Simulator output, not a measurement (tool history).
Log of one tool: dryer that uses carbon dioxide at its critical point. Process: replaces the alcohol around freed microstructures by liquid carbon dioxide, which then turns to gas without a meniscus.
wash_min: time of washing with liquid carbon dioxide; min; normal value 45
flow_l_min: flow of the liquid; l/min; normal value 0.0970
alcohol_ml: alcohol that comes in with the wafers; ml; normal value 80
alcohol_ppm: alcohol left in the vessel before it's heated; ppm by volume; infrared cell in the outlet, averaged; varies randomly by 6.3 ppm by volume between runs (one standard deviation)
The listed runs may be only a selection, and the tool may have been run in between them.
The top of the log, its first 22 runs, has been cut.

run   hour  wash_min  flow_l_min  alcohol_ml  alcohol_ppm
 23  173.3        45      0.0970          72          249
 24  181.8        45      0.0970          72          241
 25  190.6        45      0.0970          72          257
 26  197.9        72      0.0921          81           27
 27  207.4        65      0.0970          80           27
 28  212.3        65      0.0707          25           78
 29  221.4        65      0.0707          25           82
 30  231.4        65      0.0707          25           76
 31  241.2        70      0.0684          22           61
 32  246.9        49      0.0593          76         2266
 33  256.6        45      0.1459          23           14
 34  262.4        45      0.1459          23           21
 35  270.0        45      0.1445          66           19
 36  276.9        45      0.1445          66           22
 37  282.8        45      0.1445          66           34
 38  291.6        45      0.0649          56         1652
 39  297.8        32      0.1409         115          331
 40  308.2        32      0.1409         115          345
 41  314.8        63      0.0970          29           21

Here are 3 independent what-if runs from the current tool condition. What would each one return?
  A  320.7        64      0.0970          29            ?
  B  320.7        50      0.1221          69            ?
  C  320.7        40      0.1235          80            ?

run  alcohol_ppm
  A           24
  B           31
  C          149
With the hidden condition removed and each run's random variation left untouched, the same runs would have given:
run  alcohol_ppm
  A           12
  B           18
  C          120
